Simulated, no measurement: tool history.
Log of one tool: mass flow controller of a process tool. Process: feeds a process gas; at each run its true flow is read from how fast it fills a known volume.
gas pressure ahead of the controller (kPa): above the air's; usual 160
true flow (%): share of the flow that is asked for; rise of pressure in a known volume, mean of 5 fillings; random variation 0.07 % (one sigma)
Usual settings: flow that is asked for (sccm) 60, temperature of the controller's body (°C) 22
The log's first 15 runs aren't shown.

run	hour	flow that is asked for (sccm)	gas pressure ahead of the controller (kPa)	temperature of the controller's body (°C)	hours of work since the controller was set to zero	hours of work since the controller was changed	true flow (%)
16	4609.1	60	160	38	2273	6963	101.77
17	4957.5	60	160	38	2512	7202	101.97
18	5328.2	62	160	22	2767	7457	102.5
19	5527.6	160	145	29	2904	7594	102.2
20	5798.8	67	215	27	3090	7780	102.48
21	6067.6	67	215	27	3275	7965	102.59
22	6299.1	67	215	27	3434	8124	102.66
23	6680.3	95	160	26	3696	8386	102.8
24	6921.4	95	160	26	3862	8552	102.84
25	7243.8	75	165	25	4083	8773	103.01
26	7490.6	145	277	37	4253	8943	102.42
27	7768.1	145	277	37	4443	9133	102.55
28	8046.2	145	277	37	4634	9324	102.65
# hour 8139.4: controller's zero set anew
29	8270.3	124	276	24	90	9478	101.98
30	8491.1	124	276	24	242	9630	101.97
# hour 8514: controller exchanged for a calibrated one
31	8770.6	124	270	32	176	176	99.52
32	9174.4	124	225	23	454	454	99.92
33	9424.9	40	234	32	626	626	99.69

Forecast each of these 3 alternatives for the next run:
A	9785.4	60	274	23	874	874	?
B	9785.4	138	234	32	874	874	?
C	9785.4	63	151	32	874	874	?

run	true flow (%)
A	99.96
B	99.87
C	99.81
Without the tool's hidden state the same runs would have given:
run	true flow (%)
A	99.12
B	99.33
C	99
